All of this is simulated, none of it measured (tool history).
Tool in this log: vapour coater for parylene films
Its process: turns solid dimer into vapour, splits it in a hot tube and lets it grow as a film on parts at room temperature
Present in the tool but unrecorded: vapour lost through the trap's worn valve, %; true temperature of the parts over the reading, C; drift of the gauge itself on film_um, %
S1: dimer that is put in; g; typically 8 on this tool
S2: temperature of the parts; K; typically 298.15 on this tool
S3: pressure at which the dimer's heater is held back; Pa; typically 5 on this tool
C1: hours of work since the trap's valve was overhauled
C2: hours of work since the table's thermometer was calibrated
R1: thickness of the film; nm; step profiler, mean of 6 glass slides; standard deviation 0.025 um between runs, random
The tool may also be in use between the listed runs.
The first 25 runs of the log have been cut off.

run     day  S1      S2     S3   C1   C2     R1
 26  18.508   9  309.15   2.75  338  454   3560
 27  19.433   6  304.15   2.11  353  469   3120
 28  19.958   9  302.15   2.11  361  477   5150
       20.2  -- gauge calibrated
 29  20.912   9  302.15   2.11  376  492   5320
 30  21.621   9  302.15   2.11  388  504   5340
 31  22.321   7  302.15   3.79  399  515   3540
 32  22.992   7  296.15   3.79  410  525   4620
 33  23.742  13  293.15   2.28  422  537  11150
 34  24.192   8  290.15   2.46  429  545   7770
 35  25.208   8  290.15   2.46  445  561   7710
 36  26.158   8  296.15    2.2  460  576   6080
 37  26.733   4  293.15    2.2  469  585   3480
 38  27.654   6  296.15   4.12  484  600   3890
       28.5  -- trap's valve overhauled
 39  28.846  10  305.15   3.59    6  616   4450
 40  29.788  10  305.15   3.59   21  631   4420
 41    30.8  10  305.15   3.59   37  648   4480
 42  31.717   5  300.15      5   51  662   2570
 43  32.458   5  300.15      5   63  674   2570
 44  32.892   5  296.15  10.16   70  681   2570
 45  33.738   4  295.15   4.63   84  694   2620
 46  34.412  12  302.15      5   94  705   5610
 47  35.271   8  296.15   3.41  108  719   5350

Branching from run 47: 3 alternative next runs. What would each branch give?
  A  35.771  13  295.15   9.88  116  727   ?
  B  35.771  11  298.15  11.31  116  727   ?
  C  35.771   8  294.15      5  116  727   ?

run    R1
  A  7060
  B  5000
  C  5310
The same runs, with their run-to-run variation unchanged, on a tool lacking any hidden condition would have given:
run    R1
  A  7230
  B  5120
  C  5430
